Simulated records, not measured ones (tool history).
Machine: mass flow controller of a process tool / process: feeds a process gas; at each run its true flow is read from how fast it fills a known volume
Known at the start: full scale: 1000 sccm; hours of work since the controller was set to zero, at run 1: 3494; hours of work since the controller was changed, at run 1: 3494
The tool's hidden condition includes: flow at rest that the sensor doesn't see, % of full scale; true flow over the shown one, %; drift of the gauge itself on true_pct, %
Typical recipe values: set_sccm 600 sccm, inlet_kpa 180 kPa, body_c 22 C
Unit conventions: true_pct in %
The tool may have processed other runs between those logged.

| run | hour | set_sccm | inlet_kpa | body_c | hours of work since the controller was set to zero | hours of work since the controller was changed | true_pct |
|---|---|---|---|---|---|---|---|
| 1 | 0.0 | 600 | 180 | 22 | 3494 | 3494 | 100.37 |
| 2 | 73.6 | 600 | 180 | 22 | 3545 | 3545 | 100.55 |
| 3 | 210.6 | 600 | 180 | 22 | 3640 | 3640 | 100.45 |
| 4 | 323.1 | 368 | 180 | 22 | 3719 | 3719 | 99.37 |
| 5 | 480.3 | 368 | 180 | 22 | 3828 | 3828 | 99.48 |
| 6 | 602.7 | 600 | 263 | 22 | 3913 | 3913 | 100.24 |
| 7 | 677.9 | 600 | 140 | 22 | 3965 | 3965 | 100.71 |
|  | 811.4 | controller's zero set anew |
| 8 | 833.2 | 600 | 140 | 22 | 15 | 4073 | 100.51 |
| 9 | 958.0 | 600 | 140 | 22 | 102 | 4159 | 100.51 |
| 10 | 1105.6 | 600 | 140 | 22 | 204 | 4262 | 100.50 |
| 11 | 1202.9 | 600 | 140 | 22 | 272 | 4329 | 100.50 |
| 12 | 1335.9 | 600 | 140 | 22 | 364 | 4422 | 100.61 |
| 13 | 1456.3 | 600 | 140 | 22 | 448 | 4505 | 100.67 |
|  | 1486.8 | controller's zero set anew, once more |
| 14 | 1562.3 | 100 | 149 | 26 | 52 | 4579 | 101.15 |
| 15 | 1708.7 | 100 | 149 | 26 | 154 | 4680 | 101.05 |
| 16 | 1804.7 | 967 | 249 | 20 | 221 | 4747 | 102.15 |
| 17 | 1889.7 | 784 | 210 | 27 | 280 | 4806 | 102.69 |
| 18 | 1971.7 | 784 | 210 | 27 | 337 | 4863 | 102.74 |
| 19 | 2056.3 | 165 | 220 | 23 | 396 | 4922 | 100.47 |
| 20 | 2160.7 | 794 | 195 | 20 | 468 | 4994 | 102.03 |
| 21 | 2320.5 | 176 | 163 | 29 | 579 | 5105 | 101.51 |
| 22 | 2454.3 | 994 | 152 | 29 | 672 | 5198 | 103.92 |
| 23 | 2576.8 | 994 | 152 | 29 | 757 | 5283 | 103.82 |
| 24 | 2659.6 | 979 | 180 | 22 | 815 | 5341 | 102.86 |
| 25 | 2811.1 | 979 | 180 | 22 | 920 | 5446 | 103.03 |

Forecast each of these 3 alternatives for the next run:
| A | 2954.5 | 122 | 157 | 22 | 1020 | 5546 | ? |
| B | 2954.5 | 979 | 193 | 22 | 1020 | 5546 | ? |
| C | 2954.5 | 210 | 180 | 22 | 1020 | 5546 | ? |

| run | true_pct |
|---|---|
| A | 100.27 |
| B | 102.94 |
| C | 100.80 |
What these runs would have given with no unlogged condition in the tool:
| run | true_pct |
|---|---|
| A | 97.90 |
| B | 99.57 |
| C | 97.95 |

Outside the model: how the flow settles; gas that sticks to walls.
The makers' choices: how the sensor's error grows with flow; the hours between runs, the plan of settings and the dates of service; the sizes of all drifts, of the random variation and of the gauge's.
